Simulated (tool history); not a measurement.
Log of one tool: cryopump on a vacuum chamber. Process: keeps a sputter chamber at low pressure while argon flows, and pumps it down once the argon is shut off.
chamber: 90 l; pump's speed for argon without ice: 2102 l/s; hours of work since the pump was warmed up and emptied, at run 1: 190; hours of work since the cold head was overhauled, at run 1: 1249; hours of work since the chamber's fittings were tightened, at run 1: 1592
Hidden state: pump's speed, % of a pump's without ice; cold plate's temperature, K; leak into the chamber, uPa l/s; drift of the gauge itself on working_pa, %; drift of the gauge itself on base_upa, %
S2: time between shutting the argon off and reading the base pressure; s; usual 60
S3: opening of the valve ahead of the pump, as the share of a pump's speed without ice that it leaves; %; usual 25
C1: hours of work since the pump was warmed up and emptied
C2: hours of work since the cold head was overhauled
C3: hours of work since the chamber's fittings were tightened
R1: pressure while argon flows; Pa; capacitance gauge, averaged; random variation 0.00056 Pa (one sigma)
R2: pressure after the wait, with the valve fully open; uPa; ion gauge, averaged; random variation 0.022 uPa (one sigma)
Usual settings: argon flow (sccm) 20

run 1 hour=0 | argon_flow_(sccm)=20 S2=60 S3=25 | C1=190 C2=1249 C3=1592 | R1=0.0654 R2=0.79
run 2 hour=56.5 | argon_flow_(sccm)=20 S2=60 S3=25 | C1=230 C2=1290 C3=1632 | R1=0.0648 R2=0.74
run 3 hour=148.4 | argon_flow_(sccm)=20 S2=76 S3=25 | C1=295 C2=1355 C3=1697 | R1=0.0643 R2=0.64
run 4 hour=202.2 | argon_flow_(sccm)=20 S2=60 S3=24 | C1=333 C2=1393 C3=1736 | R1=0.0683 R2=0.74
run 5 hour=291.3 | argon_flow_(sccm)=20 S2=60 S3=23 | C1=397 C2=1456 C3=1799 | R1=0.0712 R2=0.78
run 6 hour=362.7 | argon_flow_(sccm)=20 S2=60 S3=23 | C1=447 C2=1507 C3=1850 | R1=0.0725 R2=0.76
run 7 hour=431.6 | argon_flow_(sccm)=20 S2=60 S3=23 | C1=496 C2=1556 C3=1898 | R1=0.0726 R2=0.75
run 8 hour=521.3 | argon_flow_(sccm)=20 S2=60 S3=23 | C1=560 C2=1619 C3=1962 | R1=0.0717 R2=0.78
run 9 hour=574.5 | argon_flow_(sccm)=20 S2=60 S3=50 | C1=598 C2=1657 C3=2000 | R1=0.0344 R2=0.81
run 10 hour=683.6 | argon_flow_(sccm)=20 S2=229 S3=25 | C1=675 C2=1735 C3=2077 | R1=0.0676 R2=0.44
run 11 hour=753.6 | argon_flow_(sccm)=20 S2=229 S3=25 | C1=725 C2=1784 C3=2127 | R1=0.0671 R2=0.43
run 12 hour=809.8 | argon_flow_(sccm)=20 S2=229 S3=25 | C1=765 C2=1824 C3=2167 | R1=0.0662 R2=0.48
run 13 hour=860.9 | argon_flow_(sccm)=20 S2=229 S3=25 | C1=801 C2=1861 C3=2203 | R1=0.0674 R2=0.49
run 14 hour=922.9 | argon_flow_(sccm)=20 S2=81 S3=59 | C1=845 C2=1905 C3=2247 | R1=0.0316 R2=0.69
run 15 hour=1000.5 | argon_flow_(sccm)=8 S2=62 S3=26 | C1=900 C2=1960 C3=2302 | R1=0.0262 R2=0.8
run 16 hour=1092.6 | argon_flow_(sccm)=36 S2=60 S3=25 | C1=965 C2=2025 C3=2368 | R1=0.1221 R2=0.76
-- hour=1108 pump warmed up, emptied and cooled again
run 17 hour=1190.6 | argon_flow_(sccm)=9 S2=33 S3=35 | C1=59 C2=2091 C3=2434 | R1=0.0207 R2=1.16
run 18 hour=1278.1 | argon_flow_(sccm)=20 S2=60 S3=41 | C1=121 C2=2153 C3=2496 | R1=0.0398 R2=0.83
run 19 hour=1368.9 | argon_flow_(sccm)=20 S2=95 S3=23 | C1=185 C2=2218 C3=2560 | R1=0.0704 R2=0.64
run 20 hour=1444.5 | argon_flow_(sccm)=20 S2=95 S3=23 | C1=239 C2=2271 C3=2614 | R1=0.0708 R2=0.62
run 21 hour=1531 | argon_flow_(sccm)=13 S2=95 S3=38 | C1=300 C2=2333 C3=2675 | R1=0.0283 R2=0.62
run 22 hour=1595.4 | argon_flow_(sccm)=18 S2=62 S3=21 | C1=346 C2=2378 C3=2721 | R1=0.0699 R2=0.79
run 23 hour=1681.1 | argon_flow_(sccm)=23 S2=73 S3=29 | C1=407 C2=2439 C3=2782 | R1=0.0661 R2=0.7
run 24 hour=1738.6 | argon_flow_(sccm)=23 S2=31 S3=22 | C1=448 C2=2480 C3=2823 | R1=0.0872 R2=1.23

Measured less the same run without the tool's hidden state. The same run-to-run variation is in both; the gauge's scatter may not be:
run=1 R1=+0.0008 R2=+0.13
run=2 R1=+0.0009 R2=+0.13
run=3 R1=+0.0012 R2=+0.14
run=4 R1=+0.0013 R2=+0.15
run=5 R1=+0.0016 R2=+0.15
run=6 R1=+0.0018 R2=+0.15
run=7 R1=+0.0019 R2=+0.16
run=8 R1=+0.0023 R2=+0.17
run=9 R1=+0.0024 R2=+0.17
run=10 R1=+0.0027 R2=+0.18
run=11 R1=+0.0029 R2=+0.19
run=12 R1=+0.0031 R2=+0.19
run=13 R1=+0.0032 R2=+0.21
run=14 R1=+0.0034 R2=+0.2
run=15 R1=+0.0015 R2=+0.21
run=16 R1=+0.0071 R2=+0.22
run=17 R1=+0.0002 R2=+0.17
run=18 R1=+0.0007 R2=+0.17
run=19 R1=+0.0009 R2=+0.18
run=20 R1=+0.0011 R2=+0.18
run=21 R1=+0.0009 R2=+0.19
run=22 R1=+0.0013 R2=+0.2
run=23 R1=+0.002 R2=+0.21
run=24 R1=+0.0022 R2=+0.21
